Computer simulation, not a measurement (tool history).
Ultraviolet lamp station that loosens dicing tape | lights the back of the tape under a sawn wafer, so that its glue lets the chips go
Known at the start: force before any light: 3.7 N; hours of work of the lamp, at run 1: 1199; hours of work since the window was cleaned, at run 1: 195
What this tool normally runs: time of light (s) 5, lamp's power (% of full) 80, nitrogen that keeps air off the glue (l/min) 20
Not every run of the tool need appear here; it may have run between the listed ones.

run,hour,time of light (s),lamp's power (% of full),nitrogen that keeps air off the glue (l/min),hours of work of the lamp,hours of work since the window was cleaned,force that peels the tape off (N),light that reached the tape (J/m2)
1,0.0,5,80,20,1199,195,0.333,2380
2,32.4,5,80,20,1219,215,0.320,2300
3,80.7,5,80,20,1249,245,0.331,2250
4,102.5,5,80,20,1262,258,0.334,2290
5,123.6,5,80,20,1275,271,0.339,2280
# hour 154.5: window cleaned of glue's vapour
6,168.9,5,80,20,1302,9,0.395,2100
7,202.6,5,80,20,1323,29,0.410,2040
8,222.9,3,67,12,1335,42,1.273,990
9,252.7,9,79,40,1354,60,0.175,3600
10,272.8,5,80,35,1366,72,0.302,2050
11,305.0,6,66,14,1386,92,0.544,1960

Here are 4 independent what-if runs from the current tool condition. What would each one return?
A,337.2,10,86,28,1405,112,?,?
B,337.2,6,65,14,1405,112,?,?
C,337.2,5,80,15,1405,112,?,?
D,337.2,3,86,26,1405,112,?,?

run,force that peels the tape off (N),light that reached the tape (J/m2)
A,0.180,4200
B,0.547,1930
C,0.510,2000
D,0.730,1220
Stripped of hidden state, with their random variation kept, the same runs would have yielded:
run,force that peels the tape off (N),light that reached the tape (J/m2)
A,0.173,6770
B,0.260,3100
C,0.248,3200
D,0.345,1990
